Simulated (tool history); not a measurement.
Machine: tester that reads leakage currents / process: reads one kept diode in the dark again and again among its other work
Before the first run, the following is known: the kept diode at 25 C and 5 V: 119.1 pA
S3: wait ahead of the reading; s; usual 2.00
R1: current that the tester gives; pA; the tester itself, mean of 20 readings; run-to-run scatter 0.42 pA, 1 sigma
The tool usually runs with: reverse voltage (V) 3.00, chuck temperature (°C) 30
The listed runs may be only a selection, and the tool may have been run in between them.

{"run": 1, "hour": 0.0, "reverse voltage (V)": 3.0, "chuck temperature (°C)": 30, "S3": 2.0, "R1": 149.11}
{"run": 2, "hour": 196.9, "reverse voltage (V)": 1.01, "chuck temperature (°C)": 30, "S3": 2.0, "R1": 79.61}
{"run": 3, "hour": 282.6, "reverse voltage (V)": 1.01, "chuck temperature (°C)": 30, "S3": 2.0, "R1": 80.04}
{"run": 4, "hour": 375.8, "reverse voltage (V)": 3.0, "chuck temperature (°C)": 30, "S3": 2.0, "R1": 155.86}
{"run": 5, "hour": 503.8, "reverse voltage (V)": 3.0, "chuck temperature (°C)": 30, "S3": 2.0, "R1": 156.97}
{"run": 6, "hour": 627.4, "reverse voltage (V)": 3.0, "chuck temperature (°C)": 50, "S3": 2.0, "R1": 853.06}
{"run": 7, "hour": 723.9, "reverse voltage (V)": 3.0, "chuck temperature (°C)": 50, "S3": 2.0, "R1": 862.4}
{"run": 8, "hour": 921.6, "reverse voltage (V)": 3.0, "chuck temperature (°C)": 50, "S3": 2.0, "R1": 878.84}
{"hour": 1000.7, "done": "chuck's temperature calibrated"}
{"run": 9, "hour": 1090.6, "reverse voltage (V)": 3.0, "chuck temperature (°C)": 50, "S3": 2.0, "R1": 922.21}
{"run": 10, "hour": 1256.1, "reverse voltage (V)": 3.0, "chuck temperature (°C)": 50, "S3": 2.0, "R1": 923.04}
{"run": 11, "hour": 1382.4, "reverse voltage (V)": 3.0, "chuck temperature (°C)": 50, "S3": 2.0, "R1": 940.47}
{"run": 12, "hour": 1560.2, "reverse voltage (V)": 3.0, "chuck temperature (°C)": 50, "S3": 2.0, "R1": 952.26}
{"run": 13, "hour": 1653.6, "reverse voltage (V)": 3.0, "chuck temperature (°C)": 30, "S3": 2.0, "R1": 181.42}
{"run": 14, "hour": 1783.1, "reverse voltage (V)": 3.0, "chuck temperature (°C)": 30, "S3": 1.06, "R1": 181.63}
{"hour": 1812.9, "done": "probe card cleaned and baked"}
{"hour": 1839.4, "done": "chuck's temperature calibrated, once more"}
{"run": 15, "hour": 1998.8, "reverse voltage (V)": 3.0, "chuck temperature (°C)": 30, "S3": 8.54, "R1": 142.19}
{"run": 16, "hour": 2165.6, "reverse voltage (V)": 3.0, "chuck temperature (°C)": 30, "S3": 8.54, "R1": 145.55}
{"run": 17, "hour": 2299.1, "reverse voltage (V)": 3.0, "chuck temperature (°C)": 30, "S3": 8.54, "R1": 146.57}
{"run": 18, "hour": 2396.9, "reverse voltage (V)": 3.0, "chuck temperature (°C)": 30, "S3": 8.54, "R1": 148.47}
{"run": 19, "hour": 2529.1, "reverse voltage (V)": 13.51, "chuck temperature (°C)": 31, "S3": 5.1, "R1": 400.6}
{"run": 20, "hour": 2627.7, "reverse voltage (V)": 13.51, "chuck temperature (°C)": 31, "S3": 5.1, "R1": 407.3}
{"run": 21, "hour": 2793.4, "reverse voltage (V)": 3.0, "chuck temperature (°C)": 30, "S3": 0.42, "R1": 154.9}
{"run": 22, "hour": 2893.9, "reverse voltage (V)": 1.26, "chuck temperature (°C)": 58, "S3": 3.63, "R1": 942.55}
{"run": 23, "hour": 3044.3, "reverse voltage (V)": 1.26, "chuck temperature (°C)": 58, "S3": 3.63, "R1": 960.36}
{"run": 24, "hour": 3171.4, "reverse voltage (V)": 1.26, "chuck temperature (°C)": 58, "S3": 3.63, "R1": 967.04}
{"run": 25, "hour": 3290.4, "reverse voltage (V)": 3.0, "chuck temperature (°C)": 45, "S3": 2.0, "R1": 583.22}
{"hour": 3320.4, "done": "chuck's temperature calibrated"}
{"run": 26, "hour": 3483.5, "reverse voltage (V)": 3.0, "chuck temperature (°C)": 45, "S3": 2.0, "R1": 523.24}
{"run": 27, "hour": 3608.8, "reverse voltage (V)": 3.0, "chuck temperature (°C)": 24, "S3": 2.0, "R1": 84.17}
{"run": 28, "hour": 3802.1, "reverse voltage (V)": 5.63, "chuck temperature (°C)": 30, "S3": 3.8, "R1": 216.38}
{"run": 29, "hour": 4008.9, "reverse voltage (V)": 9.61, "chuck temperature (°C)": 30, "S3": 0.35, "R1": 309.36}
{"run": 30, "hour": 4096.4, "reverse voltage (V)": 9.61, "chuck temperature (°C)": 23, "S3": 0.78, "R1": 166.13}
{"run": 31, "hour": 4238.5, "reverse voltage (V)": 9.61, "chuck temperature (°C)": 23, "S3": 0.78, "R1": 169.06}
{"run": 32, "hour": 4435.4, "reverse voltage (V)": 5.2, "chuck temperature (°C)": 23, "S3": 0.78, "R1": 118.99}
{"run": 33, "hour": 4565.5, "reverse voltage (V)": 5.2, "chuck temperature (°C)": 23, "S3": 0.78, "R1": 120.71}
{"run": 34, "hour": 4667.6, "reverse voltage (V)": 19.73, "chuck temperature (°C)": 46, "S3": 1.32, "R1": 1919.15}

Measured result minus the same run's result without the hidden state. Both carry the same run-to-run variation, though not necessarily the same gauge scatter:
The tool's hidden condition here consists of: stray current of the dirty probe card, pA a volt; current scale over the true one, %; true chuck temperature over the reading, C; drift of the gauge itself on leakage_pa, %.
run=1 R1=+8.90
run=2 R1=+5.86
run=3 R1=+6.47
run=4 R1=+14.70
run=5 R1=+16.48
run=6 R1=+78.95
run=7 R1=+85.26
run=8 R1=+100.78
run=9 R1=+138.88
run=10 R1=+149.62
run=11 R1=+159.52
run=12 R1=+172.25
run=13 R1=+40.36
run=14 R1=+42.06
run=15 R1=+2.18
run=16 R1=+4.48
run=17 R1=+6.43
run=18 R1=+8.00
run=19 R1=+27.86
run=20 R1=+32.43
run=21 R1=+13.97
run=22 R1=+72.92
run=23 R1=+84.07
run=24 R1=+93.46
run=25 R1=+66.78
run=26 R1=+6.67
run=27 R1=+4.09
run=28 R1=+12.89
run=29 R1=+25.45
run=30 R1=+19.46
run=31 R1=+22.24
run=32 R1=+16.71
run=33 R1=+18.43
run=34 R1=+218.19
